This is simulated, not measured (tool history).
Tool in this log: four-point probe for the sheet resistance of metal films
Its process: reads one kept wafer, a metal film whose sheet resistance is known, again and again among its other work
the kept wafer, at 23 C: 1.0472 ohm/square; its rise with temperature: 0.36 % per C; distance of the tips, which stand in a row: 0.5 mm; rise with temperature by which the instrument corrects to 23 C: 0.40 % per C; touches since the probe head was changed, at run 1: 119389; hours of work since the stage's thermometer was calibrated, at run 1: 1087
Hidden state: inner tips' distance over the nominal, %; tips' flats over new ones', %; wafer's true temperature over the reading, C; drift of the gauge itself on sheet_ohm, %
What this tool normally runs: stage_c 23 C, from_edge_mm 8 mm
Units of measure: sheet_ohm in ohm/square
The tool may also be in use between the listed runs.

| run | hour | stage_c | from_edge_mm | touches since the probe head was changed | hours of work since the stage's thermometer was calibrated | sheet_ohm |
|---|---|---|---|---|---|---|
| 1 | 0 | 23 | 8 | 119389 | 1087 | 1.0396 |
| 2 | 71.9 | 23 | 35 | 121457 | 1136 | 1.037835 |
| 3 | 176.5 | 23 | 4 | 124465 | 1206 | 1.046127 |
| 4 | 255.7 | 30 | 4 | 126745 | 1259 | 1.042427 |
| 5 | 380.8 | 23 | 3 | 130342 | 1344 | 1.052099 |
| 6 | 472.9 | 30 | 8 | 132992 | 1406 | 1.035427 |
| 7 | 595.6 | 23 | 8 | 136523 | 1488 | 1.038713 |
| 8 | 682 | 23 | 8 | 139008 | 1546 | 1.038243 |
| 9 | 739.5 | 23 | 8 | 140663 | 1585 | 1.037997 |
| 10 | 829.6 | 23 | 8 | 143254 | 1646 | 1.037822 |
| 11 | 896.9 | 23 | 8 | 145189 | 1691 | 1.037707 |
| 12 | 952.9 | 23 | 8 | 146802 | 1728 | 1.037285 |
| 13 | 1006.8 | 23 | 64 | 148352 | 1765 | 1.035259 |
| 14 | 1090.3 | 23 | 8 | 150752 | 1821 | 1.03799 |
| 15 | 1155 | 23 | 8 | 152614 | 1864 | 1.037535 |
| 16 | 1255.2 | 23 | 8 | 155498 | 1932 | 1.036407 |
| 17 | 1316.6 | 23 | 19 | 157264 | 1973 | 1.034856 |
| 18 | 1444.7 | 23 | 19 | 160947 | 2059 | 1.03462 |
| 19 | 1539.3 | 23 | 8 | 163670 | 2123 | 1.036072 |
| 20 | 1616.5 | 23 | 8 | 165892 | 2175 | 1.036245 |
| 21 | 1737.8 | 23 | 8 | 169381 | 2257 | 1.03549 |
| 22 | 1827.4 | 23 | 8 | 171959 | 2317 | 1.035541 |
|  | 1861.7 | stage's thermometer calibrated |
| 23 | 1929.4 | 23 | 21 | 174878 | 46 | 1.03239 |
| 24 | 2015.3 | 28 | 22 | 177348 | 103 | 1.029979 |
| 25 | 2094 | 23 | 8 | 179612 | 156 | 1.033831 |
| 26 | 2149.7 | 20 | 21 | 181215 | 194 | 1.033445 |
| 27 | 2234.7 | 33 | 8 | 183659 | 251 | 1.028764 |
| 28 | 2343.2 | 23 | 8 | 186781 | 324 | 1.033262 |
| 29 | 2462.8 | 23 | 8 | 190222 | 404 | 1.033214 |
|  | 2513.9 | stage's thermometer calibrated, once more |
| 30 | 2534.5 | 19 | 37 | 192270 | 14 | 1.035324 |
| 31 | 2625.9 | 19 | 37 | 194901 | 75 | 1.035664 |
| 32 | 2678.9 | 22 | 56 | 196423 | 111 | 1.033726 |
| 33 | 2737.3 | 23 | 3 | 198105 | 150 | 1.048517 |
| 34 | 2839.9 | 30 | 15 | 201056 | 219 | 1.029863 |
| 35 | 2906.4 | 28 | 5 | 202968 | 264 | 1.035983 |
| 36 | 2981.3 | 20 | 5 | 205124 | 315 | 1.039421 |
| 37 | 3064 | 20 | 5 | 207503 | 370 | 1.039381 |
| 38 | 3129.1 | 29 | 16 | 209374 | 414 | 1.029721 |
| 39 | 3229.9 | 24 | 9 | 212276 | 482 | 1.033163 |
| 40 | 3324.3 | 26 | 13 | 214991 | 545 | 1.031092 |
| 41 | 3450.9 | 26 | 8 | 218631 | 630 | 1.032061 |
| 42 | 3579.1 | 26 | 8 | 222322 | 717 | 1.031763 |
| 43 | 3635.6 | 23 | 16 | 223946 | 755 | 1.031051 |

Some steps in sheet_ohm between neighbouring runs. How much of each would the tool show without its hidden state too (settings, what came in, random variation), and how much is left for the hidden state, with any gauge scatter that isn't in both results?
Run 5 -> 6: stage_c 23 -> 30, from_edge_mm 3 -> 8. sheet_ohm -0.016672 ohm/square: hidden state -0.000036, all else -0.016636.
Run 22 -> 23: from_edge_mm 8 -> 21, stage's thermometer calibrated. sheet_ohm -0.003151 ohm/square: hidden state -0.001155, all else -0.001996.
Run 27 -> 28: stage_c 33 -> 23. sheet_ohm +0.004498 ohm/square: hidden state -0.00043, all else +0.004928.
Run 29 -> 30: stage_c 23 -> 19, from_edge_mm 8 -> 37, stage's thermometer calibrated, once more. sheet_ohm +0.00211 ohm/square: hidden state +0.002841, all else -0.000731.
Run 32 -> 33: stage_c 22 -> 23, from_edge_mm 56 -> 3. sheet_ohm +0.014791 ohm/square: hidden state -0.000328, all else +0.015119.
Run 33 -> 34: stage_c 23 -> 30, from_edge_mm 3 -> 15. sheet_ohm -0.018654 ohm/square: hidden state -0.000027, all else -0.018627.
